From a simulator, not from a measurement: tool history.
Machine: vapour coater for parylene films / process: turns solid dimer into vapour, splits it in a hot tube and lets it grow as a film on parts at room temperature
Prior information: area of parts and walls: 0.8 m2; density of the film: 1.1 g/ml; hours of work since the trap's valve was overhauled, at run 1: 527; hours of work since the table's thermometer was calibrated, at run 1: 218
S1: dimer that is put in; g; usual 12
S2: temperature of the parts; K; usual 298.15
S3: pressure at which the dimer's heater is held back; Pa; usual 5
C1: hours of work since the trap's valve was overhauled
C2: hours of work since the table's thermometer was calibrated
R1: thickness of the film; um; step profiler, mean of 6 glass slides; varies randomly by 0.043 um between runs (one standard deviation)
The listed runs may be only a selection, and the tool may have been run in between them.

run 1 day=0.000 | S1=12 S2=298.15 S3=5 | C1=527 C2=218 | R1=6.11
run 2 day=0.975 | S1=12 S2=298.15 S3=5 | C1=546 C2=237 | R1=6.03
run 3 day=2.771 | S1=12 S2=298.15 S3=5 | C1=581 C2=272 | R1=6.01
run 4 day=4.158 | S1=12 S2=298.15 S3=5 | C1=608 C2=299 | R1=5.96
run 5 day=5.517 | S1=12 S2=300.15 S3=5 | C1=634 C2=325 | R1=5.40
-- day=6.196 trap's valve overhauled
run 6 day=6.542 | S1=12 S2=300.15 S3=5 | C1=7 C2=342 | R1=6.24
run 7 day=7.346 | S1=12 S2=300.15 S3=5 | C1=22 C2=358 | R1=6.24
run 8 day=8.612 | S1=12 S2=300.15 S3=5 | C1=47 C2=382 | R1=6.27
run 9 day=10.321 | S1=12 S2=298.15 S3=5 | C1=80 C2=416 | R1=6.72
run 10 day=11.771 | S1=12 S2=298.15 S3=5 | C1=109 C2=444 | R1=6.77
run 11 day=13.604 | S1=12 S2=298.15 S3=5 | C1=144 C2=480 | R1=6.73
run 12 day=14.746 | S1=12 S2=298.15 S3=5 | C1=166 C2=502 | R1=6.71
run 13 day=16.071 | S1=12 S2=298.15 S3=5 | C1=192 C2=528 | R1=6.65
run 14 day=17.729 | S1=12 S2=298.15 S3=5 | C1=225 C2=560 | R1=6.61
run 15 day=18.671 | S1=12 S2=298.15 S3=5 | C1=243 C2=578 | R1=6.52
run 16 day=20.125 | S1=8 S2=303.15 S3=5 | C1=271 C2=607 | R1=3.48
run 17 day=21.654 | S1=18 S2=298.15 S3=5 | C1=301 C2=636 | R1=9.77
run 18 day=23.283 | S1=18 S2=298.15 S3=5 | C1=333 C2=668 | R1=9.65

Expected results for the next run?
run 19 day=24.146 | S1=18 S2=298.15 S3=5 | C1=349 C2=685 | R1=?

{"run 19": {"R1": 9.69}}
On a tool with no hidden condition, and with the same random variation, this run would have come out at R1 10.41 um.
